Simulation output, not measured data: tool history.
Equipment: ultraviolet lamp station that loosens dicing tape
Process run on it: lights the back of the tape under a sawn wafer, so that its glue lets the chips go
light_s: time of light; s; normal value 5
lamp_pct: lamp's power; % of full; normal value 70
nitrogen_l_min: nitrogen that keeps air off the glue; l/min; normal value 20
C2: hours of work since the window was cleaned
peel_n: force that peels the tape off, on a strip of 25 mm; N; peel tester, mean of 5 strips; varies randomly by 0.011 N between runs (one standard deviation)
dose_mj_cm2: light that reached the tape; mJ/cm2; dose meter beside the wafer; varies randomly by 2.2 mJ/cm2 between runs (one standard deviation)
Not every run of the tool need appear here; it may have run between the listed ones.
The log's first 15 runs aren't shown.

Run 16, hour 248.4: usual settings; hours of work of the lamp 471; C2 455. Result: peel_n 0.913 N, dose_mj_cm2 137 mJ/cm2.
Run 17, hour 269.4: usual settings; hours of work of the lamp 480; C2 464. Result: peel_n 0.938 N, dose_mj_cm2 140 mJ/cm2.
Run 18, hour 285.2: usual settings; hours of work of the lamp 487; C2 471. Result: peel_n 0.937 N, dose_mj_cm2 132 mJ/cm2.
Run 19, hour 302.7: usual settings but nitrogen_l_min 22 l/min; hours of work of the lamp 494; C2 478. Result: peel_n 0.922 N, dose_mj_cm2 131 mJ/cm2.
Run 20, hour 316.5: usual settings but nitrogen_l_min 22 l/min; hours of work of the lamp 500; C2 484. Result: peel_n 0.921 N, dose_mj_cm2 131 mJ/cm2.
Run 21, hour 326.6: usual settings but nitrogen_l_min 22 l/min; hours of work of the lamp 505; C2 488. Result: peel_n 0.942 N, dose_mj_cm2 134 mJ/cm2.
Run 22, hour 341.7: usual settings but lamp_pct 84 % of full, nitrogen_l_min 12 l/min; hours of work of the lamp 511; C2 495. Result: peel_n 0.996 N, dose_mj_cm2 156 mJ/cm2.
Run 23, hour 353.3: usual settings but lamp_pct 98 % of full; hours of work of the lamp 516; C2 500. Result: peel_n 0.560 N, dose_mj_cm2 180 mJ/cm2.
Run 24, hour 373.9: usual settings but lamp_pct 98 % of full; hours of work of the lamp 525; C2 509. Result: peel_n 0.550 N, dose_mj_cm2 185 mJ/cm2.
Run 25, hour 384.1: usual settings but light_s 2 s; hours of work of the lamp 529; C2 513. Result: peel_n 2.558 N, dose_mj_cm2 51 mJ/cm2.
Run 26, hour 406.4: usual settings but light_s 6 s, lamp_pct 63 % of full, nitrogen_l_min 10 l/min; hours of work of the lamp 539; C2 522. Result: peel_n 1.329 N, dose_mj_cm2 139 mJ/cm2.
Run 27, hour 420.4: usual settings but lamp_pct 65 % of full, nitrogen_l_min 21 l/min; hours of work of the lamp 545; C2 528. Result: peel_n 1.096 N, dose_mj_cm2 117 mJ/cm2.
Run 28, hour 431.8: usual settings but lamp_pct 65 % of full, nitrogen_l_min 21 l/min; hours of work of the lamp 549; C2 533. Result: peel_n 1.094 N, dose_mj_cm2 120 mJ/cm2.
Run 29, hour 453.0: usual settings but lamp_pct 66 % of full, nitrogen_l_min 18 l/min; hours of work of the lamp 559; C2 542. Result: peel_n 1.190 N, dose_mj_cm2 120 mJ/cm2.
Run 30, hour 473.1: usual settings but nitrogen_l_min 17 l/min; hours of work of the lamp 567; C2 551. Result: peel_n 1.153 N, dose_mj_cm2 126 mJ/cm2.
Run 31, hour 492.8: usual settings but light_s 3 s, nitrogen_l_min 17 l/min; hours of work of the lamp 576; C2 559. Result: peel_n 2.112 N, dose_mj_cm2 75 mJ/cm2.
Run 32, hour 514.2: usual settings but light_s 3 s, nitrogen_l_min 11 l/min; hours of work of the lamp 585; C2 568. Result: peel_n 2.453 N, dose_mj_cm2 75 mJ/cm2.
Run 33, hour 535.1: usual settings but light_s 10 s, nitrogen_l_min 7 l/min; hours of work of the lamp 594; C2 577. Result: peel_n 0.742 N, dose_mj_cm2 243 mJ/cm2.
Run 34, hour 557.6: usual settings but light_s 10 s, nitrogen_l_min 7 l/min; hours of work of the lamp 603; C2 587. Result: peel_n 0.733 N, dose_mj_cm2 242 mJ/cm2.
Run 35, hour 578.8: usual settings but light_s 2 s; hours of work of the lamp 612; C2 596. Result: peel_n 2.633 N, dose_mj_cm2 48 mJ/cm2.
Run 36, hour 596.6: usual settings but light_s 10 s, lamp_pct 97 % of full, nitrogen_l_min 6 l/min; hours of work of the lamp 620; C2 604. Result: peel_n 0.449 N, dose_mj_cm2 323 mJ/cm2.
Run 37, hour 618.2: usual settings but light_s 4 s, lamp_pct 89 % of full, nitrogen_l_min 26 l/min; hours of work of the lamp 629; C2 613. Result: peel_n 0.951 N, dose_mj_cm2 125 mJ/cm2.
Run 38, hour 629.9: usual settings but light_s 9 s, nitrogen_l_min 8 l/min; hours of work of the lamp 634; C2 618. Result: peel_n 0.803 N, dose_mj_cm2 217 mJ/cm2.
Run 39, hour 649.8: usual settings but light_s 2 s, lamp_pct 90 % of full, nitrogen_l_min 15 l/min; hours of work of the lamp 643; C2 626. Result: peel_n 2.516 N, dose_mj_cm2 59 mJ/cm2.
Run 40, hour 663.7: usual settings but light_s 7 s, lamp_pct 90 % of full, nitrogen_l_min 15 l/min; hours of work of the lamp 649; C2 632. Result: peel_n 0.502 N, dose_mj_cm2 210 mJ/cm2.

Each row is a separate what-if for the run after 40, all from the same tool condition, not one after another. Results?
Run A, hour 684.5: usual settings but light_s 7 s, lamp_pct 90 % of full, nitrogen_l_min 34 l/min; hours of work of the lamp 657; C2 641. Result: peel_n ?, dose_mj_cm2 ?.
Run B, hour 684.5: usual settings but light_s 7 s, lamp_pct 69 % of full, nitrogen_l_min 10 l/min; hours of work of the lamp 657; C2 641. Result: peel_n ?, dose_mj_cm2 ?.
Run C, hour 684.5: usual settings but light_s 8 s, lamp_pct 72 % of full; hours of work of the lamp 657; C2 641. Result: peel_n ?, dose_mj_cm2 ?.

run  peel_n  dose_mj_cm2
  A   0.310          206
  B   1.091          160
  C   0.529          190
With no hidden state in the tool, these same runs would have given:
run  peel_n  dose_mj_cm2
  A   0.141          354
  B   0.425          274
  C   0.191          325

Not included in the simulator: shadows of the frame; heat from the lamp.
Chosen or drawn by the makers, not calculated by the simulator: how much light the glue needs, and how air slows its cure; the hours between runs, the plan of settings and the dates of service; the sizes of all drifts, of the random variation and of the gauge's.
